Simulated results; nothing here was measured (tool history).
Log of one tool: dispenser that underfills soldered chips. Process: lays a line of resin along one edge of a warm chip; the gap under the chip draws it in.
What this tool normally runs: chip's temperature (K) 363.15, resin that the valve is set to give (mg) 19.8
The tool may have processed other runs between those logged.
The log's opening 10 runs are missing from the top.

run	hour	chip's temperature (K)	resin that the valve is set to give (mg)	hours of work since the syringe was changed	hours of work since the valve was cleaned	hours of work since the stage was calibrated	time until the resin shows at the far edge (s)	resin that the valve gave (mg)
11	29.2	363.15	23.8	5	100	129	97.4	22.18
12	33.3	363.15	23.8	8	103	132	124	22.2
13	38	363.15	23.8	11	107	135	156.9	22.3
# hour 39: new syringe of resin
14	42	363.15	23.8	2	109	138	80	22.07
15	44.1	372.15	23.8	4	111	139	63.3	22.03
16	48.3	372.15	23.8	7	114	142	80.9	21.9
17	51.1	372.15	23.8	9	116	144	93.5	22.15
18	54.5	358.15	23.5	11	118	147	190.2	21.75
# hour 56: new syringe of resin
19	58.9	360.15	23.5	2	121	150	86.7	21.41
20	62	368.15	17.9	4	124	152	79.3	16.43
21	64.3	348.15	19.8	6	125	154	191	18.28
22	69	348.15	19.8	9	129	157	247.6	18.09
# hour 72.9: new syringe of resin
23	73.5	378.15	23.8	0	132	160	40.3	21.6
24	77.7	377.15	17.3	4	135	163	55.8	15.89
25	81.5	356.15	25.3	6	138	166	142	22.88
26	84	369.15	17.2	8	139	168	104.9	15.62
27	87	349.15	25.5	10	142	170	255.3	23.15
# hour 89.8: new syringe of resin
28	91.4	363.15	17.3	1	145	173	75.4	15.62
29	93.7	349.15	19.8	3	146	174	143.5	17.82
# hour 97.8: dispensing valve cleaned and set on the balance
30	98	352.15	20.5	5	0	177	149.5	20.68
31	100.4	352.15	20.5	7	2	178	174.3	20.48
32	103.6	363.15	19.6	9	4	181	134.6	19.5
33	106.4	356.15	24.1	11	6	183	200.3	24.12
# hour 107.7: new syringe of resin
34	110.2	363.15	17.2	2	9	185	79.1	17.19

Here are 4 independent what-if runs from the current tool condition. What would each one return?
A	114.2	375.15	19.8	5	12	188	?	?
B	114.2	349.15	21.9	5	12	188	?	?
C	114.2	358.15	17.2	5	12	188	?	?
D	114.2	363.15	25.6	5	12	188	?	?

run	time until the resin shows at the far edge (s)	resin that the valve gave (mg)
A	63.2	19.51
B	164.9	21.82
C	120.6	17.03
D	94.3	25.36
Stripped of hidden state, with their random variation kept, the same runs would have yielded:
run	time until the resin shows at the far edge (s)	resin that the valve gave (mg)
A	42.9	19.66
B	111.3	21.99
C	81.6	17.16
D	63.9	25.56
